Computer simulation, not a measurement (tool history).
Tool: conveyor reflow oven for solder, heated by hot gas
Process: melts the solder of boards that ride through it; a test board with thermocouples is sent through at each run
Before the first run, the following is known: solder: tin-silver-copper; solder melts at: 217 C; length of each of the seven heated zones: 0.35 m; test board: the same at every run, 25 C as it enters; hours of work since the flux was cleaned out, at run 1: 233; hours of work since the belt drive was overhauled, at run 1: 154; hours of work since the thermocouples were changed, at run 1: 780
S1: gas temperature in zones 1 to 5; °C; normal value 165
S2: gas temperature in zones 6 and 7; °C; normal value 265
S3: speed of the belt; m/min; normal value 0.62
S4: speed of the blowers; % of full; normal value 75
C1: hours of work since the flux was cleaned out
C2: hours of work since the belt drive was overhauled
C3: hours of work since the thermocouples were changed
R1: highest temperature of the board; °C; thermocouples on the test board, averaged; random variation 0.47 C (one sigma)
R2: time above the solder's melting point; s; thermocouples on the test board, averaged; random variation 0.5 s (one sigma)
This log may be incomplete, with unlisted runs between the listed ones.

Run 1, day 0: usual settings; C1 233; C2 154; C3 780. Result: R1 246 °C, R2 44.2 s.
Run 2, day 3.046: usual settings; C1 280; C2 202; C3 828. Result: R1 246.7 °C, R2 44.1 s.
At day 5.617: flux residue cleaned out of gas plates and filters.
Run 3, day 5.796: usual settings; C1 3; C2 241; C3 868. Result: R1 246.7 °C, R2 43 s.
Run 4, day 9.446: usual settings but S2 277 °C; C1 60; C2 298; C3 924. Result: R1 257.5 °C, R2 50.2 s.
At day 11.579: thermocouples of zones 6 and 7 changed.
Run 5, day 13.675: usual settings but S2 277 °C; C1 124; C2 363; C3 33. Result: R1 256.8 °C, R2 49.7 s.
Run 6, day 15.921: usual settings but S2 277 °C; C1 159; C2 398; C3 68. Result: R1 257.1 °C, R2 50 s.
Run 7, day 18.892: usual settings but S2 277 °C; C1 206; C2 444; C3 114. Result: R1 257.1 °C, R2 50 s.
Run 8, day 22.717: usual settings but S2 277 °C, S4 58 % of full; C1 265; C2 504; C3 174. Result: R1 252.4 °C, R2 46.6 s.
Run 9, day 25.804: usual settings but S2 277 °C, S4 58 % of full; C1 313; C2 552; C3 222. Result: R1 252 °C, R2 47.5 s.
At day 26.3: flux residue cleaned out of gas plates and filters.
Run 10, day 28.379: usual settings but S2 277 °C, S4 58 % of full; C1 32; C2 589; C3 259. Result: R1 252.3 °C, R2 47.2 s.
Run 11, day 31.025: usual settings but S2 277 °C, S4 58 % of full; C1 74; C2 630; C3 300. Result: R1 252.1 °C, R2 46.8 s.
Run 12, day 34.512: usual settings but S2 277 °C, S4 58 % of full; C1 128; C2 684; C3 354. Result: R1 251.9 °C, R2 45.6 s.
Run 13, day 37.625: usual settings but S4 65 % of full; C1 176; C2 733; C3 403. Result: R1 245.3 °C, R2 40.6 s.
Run 14, day 39.967: usual settings but S4 65 % of full; C1 213; C2 769; C3 439. Result: R1 244.2 °C, R2 40.3 s.
Run 15, day 41.858: usual settings but S4 65 % of full; C1 242; C2 799; C3 469. Result: R1 244.5 °C, R2 40.2 s.
At day 44.567: belt drive overhauled, speed set with a stopwatch.
Run 16, day 45.783: usual settings but S1 166 °C, S2 278 °C, S3 0.631 m/min, S4 81 % of full; C1 301; C2 19; C3 527. Result: R1 259.3 °C, R2 50 s.
At day 46.942: flux residue cleaned out of gas plates and filters.
Run 17, day 49.962: usual settings but S1 166 °C, S2 278 °C, S3 0.631 m/min, S4 81 % of full; C1 47; C2 81; C3 589. Result: R1 258.7 °C, R2 50.4 s.
Run 18, day 54.25: usual settings but S1 166 °C, S2 271 °C, S3 0.724 m/min, S4 81 % of full; C1 114; C2 148; C3 656. Result: R1 248.1 °C, R2 36.9 s.
Run 19, day 58.021: usual settings but S1 151 °C, S2 271 °C, S3 0.724 m/min, S4 88 % of full; C1 173; C2 206; C3 715. Result: R1 245.1 °C, R2 33.5 s.
Run 20, day 61.954: usual settings but S1 178 °C, S2 267 °C; C1 234; C2 268; C3 776. Result: R1 250.4 °C, R2 50.1 s.
Run 21, day 65.25: usual settings but S1 178 °C, S2 267 °C; C1 285; C2 319; C3 827. Result: R1 249.9 °C, R2 51 s.
At day 67.671: flux residue cleaned out of gas plates and filters.
Run 22, day 69.667: usual settings but S1 178 °C, S2 267 °C, S4 60 % of full; C1 31; C2 385; C3 893. Result: R1 247.5 °C, R2 48.3 s.
At day 73.738: thermocouples of zones 6 and 7 changed.
Run 23, day 73.738: usual settings but S1 178 °C, S2 267 °C, S4 60 % of full; C1 93; C2 447; C3 0. Result: R1 247.7 °C, R2 47 s.
Run 24, day 76.675: usual settings but S1 158 °C, S2 270 °C; C1 139; C2 493; C3 46. Result: R1 249.4 °C, R2 44 s.
Run 25, day 79.562: usual settings but S1 158 °C, S2 270 °C; C1 184; C2 538; C3 91. Result: R1 249.5 °C, R2 44.5 s.
Run 26, day 83.425: usual settings but S1 172 °C, S2 253 °C, S3 0.645 m/min, S4 64 % of full; C1 244; C2 598; C3 151. Result: R1 234.3 °C, R2 31.8 s.
Run 27, day 85.421: usual settings but S1 177 °C, S2 278 °C, S3 0.645 m/min, S4 64 % of full; C1 275; C2 629; C3 182. Result: R1 255.5 °C, R2 50.6 s.
At day 88.312: flux residue cleaned out of gas plates and filters.
Run 28, day 89.912: usual settings but S1 156 °C, S3 0.725 m/min; C1 25; C2 696; C3 249. Result: R1 237.9 °C, R2 27.8 s.
Run 29, day 93.55: usual settings but S2 269 °C; C1 82; C2 752; C3 306. Result: R1 249.7 °C, R2 47 s.

Alternative continuations, all from the tool just after run 29; predict every row:
Run A, day 96.254: usual settings but S2 259 °C, S4 64 % of full; C1 124; C2 794; C3 348. Result: R1 ?, R2 ?.
Run B, day 96.254: usual settings but S1 162 °C, S2 274 °C; C1 124; C2 794; C3 348. Result: R1 ?, R2 ?.
Run C, day 96.254: usual settings but S1 170 °C, S2 271 °C, S3 0.563 m/min; C1 124; C2 794; C3 348. Result: R1 ?, R2 ?.

run     R1    R2
  A  239.9  36.3
  B  253.9  47.6
  C  256.6  56.9
The same runs, with their run-to-run variation unchanged, on a tool lacking any hidden condition would have given:
run     R1    R2
  A  239.9  36.4
  B    254  47.6
  C  256.6  56.9
